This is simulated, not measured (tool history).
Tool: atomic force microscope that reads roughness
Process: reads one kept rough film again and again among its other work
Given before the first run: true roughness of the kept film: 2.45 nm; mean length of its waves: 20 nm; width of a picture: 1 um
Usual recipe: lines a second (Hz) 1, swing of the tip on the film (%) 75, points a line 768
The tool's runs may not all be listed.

run	hour	lines a second (Hz)	swing of the tip on the film (%)	points a line	roughness of the kept film (nm (root mean square))
1	0	1	75	768	1.525
# hour 20.6: new tip fitted
2	54.8	1	75	768	1.716
3	91	1	75	296	1.55
4	139.7	1	75	768	1.44
# hour 152.1: new tip fitted
5	162.6	1	75	588	1.827
6	203.1	1	75	588	1.663
7	248.2	1	75	588	1.514
# hour 280.2: new tip fitted
8	288.5	1	75	487	1.82
9	323.2	1	75	487	1.692
10	372.2	1	75	768	1.54
# hour 408.9: new tip fitted
11	410.7	1	75	768	1.839
12	453.2	1	75	768	1.672
13	477.8	1	75	768	1.593
14	512.4	1	75	768	1.479
# hour 537.3: new tip fitted
15	541.3	0.72	75	768	1.891
16	592.4	1	78	333	1.62
17	635.6	0.71	59	278	1.537
# hour 668.1: new tip fitted
18	668.5	0.71	59	278	1.86
19	714.5	0.57	71	924	1.727
20	742.2	1.18	60	260	1.569
21	777	1	80	768	1.457
# hour 796.4: new tip fitted
22	810.4	1.58	77	525	1.735
23	856	1	64	392	1.636
24	903.8	1	64	392	1.482
# hour 926.5: new tip fitted
25	951.4	1.45	61	392	1.753
26	1004.1	1.45	61	392	1.568
27	1039.4	0.94	75	277	1.424
# hour 1056.3: new tip fitted
28	1084.6	0.96	56	768	1.793
29	1108	1	86	768	1.595
30	1144.7	1.64	72	275	1.482

Each row is a separate what-if for the run after 30, all from the same tool condition, not one after another. Results?
# hour 1187.5: new tip fitted
A	1192	2.09	56	268	?
# hour 1187.5: new tip fitted
B	1192	1.62	72	362	?
# hour 1187.5: new tip fitted
C	1192	1.18	75	758	?
# hour 1187.5: new tip fitted
D	1192	1	71	768	?

run	roughness of the kept film (nm (root mean square))
A	1.806
B	1.763
C	1.816
D	1.854
Stripped of hidden state, with their random variation kept, the same runs would have yielded:
run	roughness of the kept film (nm (root mean square))
A	1.848
B	1.805
C	1.859
D	1.897

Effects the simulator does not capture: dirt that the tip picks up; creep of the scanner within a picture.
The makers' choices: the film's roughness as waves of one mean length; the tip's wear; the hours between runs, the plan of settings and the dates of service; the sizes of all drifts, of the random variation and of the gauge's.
